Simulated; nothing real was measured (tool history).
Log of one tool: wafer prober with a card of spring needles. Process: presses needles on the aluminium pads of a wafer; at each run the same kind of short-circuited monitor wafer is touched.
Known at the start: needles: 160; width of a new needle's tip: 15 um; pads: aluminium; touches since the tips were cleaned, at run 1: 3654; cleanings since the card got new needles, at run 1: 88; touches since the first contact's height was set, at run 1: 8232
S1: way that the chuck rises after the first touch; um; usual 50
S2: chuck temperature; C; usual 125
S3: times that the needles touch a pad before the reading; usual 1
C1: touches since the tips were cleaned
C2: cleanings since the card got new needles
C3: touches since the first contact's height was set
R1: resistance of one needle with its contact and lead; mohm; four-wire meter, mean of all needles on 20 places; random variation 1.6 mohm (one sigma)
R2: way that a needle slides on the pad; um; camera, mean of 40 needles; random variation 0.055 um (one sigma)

run	day	S1	S2	S3	C1	C2	C3	R1	R2
1	0.000	50	125	1	3654	88	8232	259	7.96
# day 0.079: tips cleaned on abrasive film
# day 0.471: tips cleaned on abrasive film
2	0.621	50	125	1	1950	90	16043	236	7.95
# day 0.888: tips cleaned on abrasive film
# day 1.296: tips cleaned on abrasive film
# day 1.683: tips cleaned on abrasive film
3	1.733	50	125	1	622	93	30001	195	7.96
# day 2.054: tips cleaned on abrasive film
4	2.338	50	125	1	3630	94	37653	269	7.82
# day 2.429: tips cleaned on abrasive film
# day 2.829: tips cleaned on abrasive film
# day 3.212: tips cleaned on abrasive film
5	3.246	50	47	1	427	97	49015	178	7.78
# day 3.588: tips cleaned on abrasive film
# day 4.000: tips cleaned on abrasive film
6	4.254	50	47	1	3225	99	61761	265	7.72
# day 4.404: tips cleaned on abrasive film
# day 4.812: tips cleaned on abrasive film
7	5.108	50	47	1	3781	101	72520	270	7.82
# day 5.196: tips cleaned on abrasive film
# day 5.633: tips cleaned on abrasive film
# day 6.004: tips cleaned on abrasive film
8	6.125	50	92	1	1547	104	85287	226	7.77
# day 6.438: tips cleaned on abrasive film
9	6.762	50	125	1	4134	105	93330	285	7.64
# day 6.829: tips cleaned on abrasive film
# day 7.200: tips cleaned on abrasive film
# day 7.633: tips cleaned on abrasive film
10	7.750	50	49	1	1478	108	105728	227	7.68
# day 8.058: tips cleaned on abrasive film
11	8.200	50	49	1	1802	109	111394	239	7.59
# day 8.425: tips cleaned on abrasive film
# day 8.796: tips cleaned on abrasive film
12	8.796	50	125	3	0	111	118862	170	7.47
# day 9.188: tips cleaned on abrasive film
13	9.262	50	125	2	994	112	124780	198	7.48
# day 9.625: tips cleaned on abrasive film
14	9.938	50	125	2	4019	113	133320	240	7.49
# day 10.033: tips cleaned on abrasive film
# day 10.458: tips cleaned on abrasive film
# day 10.654: height of the first contact set anew
15	10.721	43	52	2	3164	115	875	246	6.90
# day 10.904: tips cleaned on abrasive film
# day 11.288: tips cleaned on abrasive film
16	11.317	59	69	1	346	117	8312	166	9.51
# day 11.717: tips cleaned on abrasive film
# day 12.146: tips cleaned on abrasive film
17	12.379	59	69	1	2981	119	21738	233	9.30
# day 12.575: tips cleaned on abrasive film
18	12.871	51	125	1	3750	120	27941	275	8.14
# day 12.946: tips cleaned on abrasive film
# day 13.383: tips cleaned on abrasive film
19	13.404	51	125	1	245	122	34625	194	8.03
# day 13.800: tips cleaned on abrasive film
# day 14.167: tips cleaned on abrasive film
20	14.354	58	125	1	2395	124	46593	229	9.11
# day 14.558: tips cleaned on abrasive film
# day 14.929: tips cleaned on abrasive film
21	15.221	56	35	2	3663	126	57492	206	8.73
# day 15.367: tips cleaned on abrasive film
# day 15.812: tips cleaned on abrasive film
22	16.125	40	125	2	3968	128	68922	287	6.11
# day 16.242: tips cleaned on abrasive film
# day 16.662: tips cleaned on abrasive film
23	16.821	40	125	2	2003	130	77652	258	6.19
# day 17.104: tips cleaned on abrasive film
# day 17.554: tips cleaned on abrasive film
24	17.646	31	106	1	1145	132	88039	382	4.64
# day 17.946: tips cleaned on abrasive film
# day 18.329: tips cleaned on abrasive film
25	18.329	50	41	2	0	134	96629	157	7.71
# day 18.721: tips cleaned on abrasive film
# day 19.167: tips cleaned on abrasive film
26	19.246	50	41	2	1055	136	108202	187	7.64

4 ways to go on from here, each from the tool as it stands after run 26. What would each give?
# day 19.550: tips cleaned on abrasive film
A	19.725	50	59	1	2266	137	114238	?	?
# day 19.550: tips cleaned on abrasive film
B	19.725	50	51	2	2266	137	114238	?	?
# day 19.550: tips cleaned on abrasive film
C	19.725	56	90	2	2266	137	114238	?	?
# day 19.550: tips cleaned on abrasive film
D	19.725	58	125	2	2266	137	114238	?	?

run	R1	R2
A	267	7.61
B	220	7.61
C	208	8.66
D	207	8.84
Without the tool's hidden state the same runs would have given:
run	R1	R2
A	144	8.01
B	142	8.01
C	147	9.06
D	152	9.23
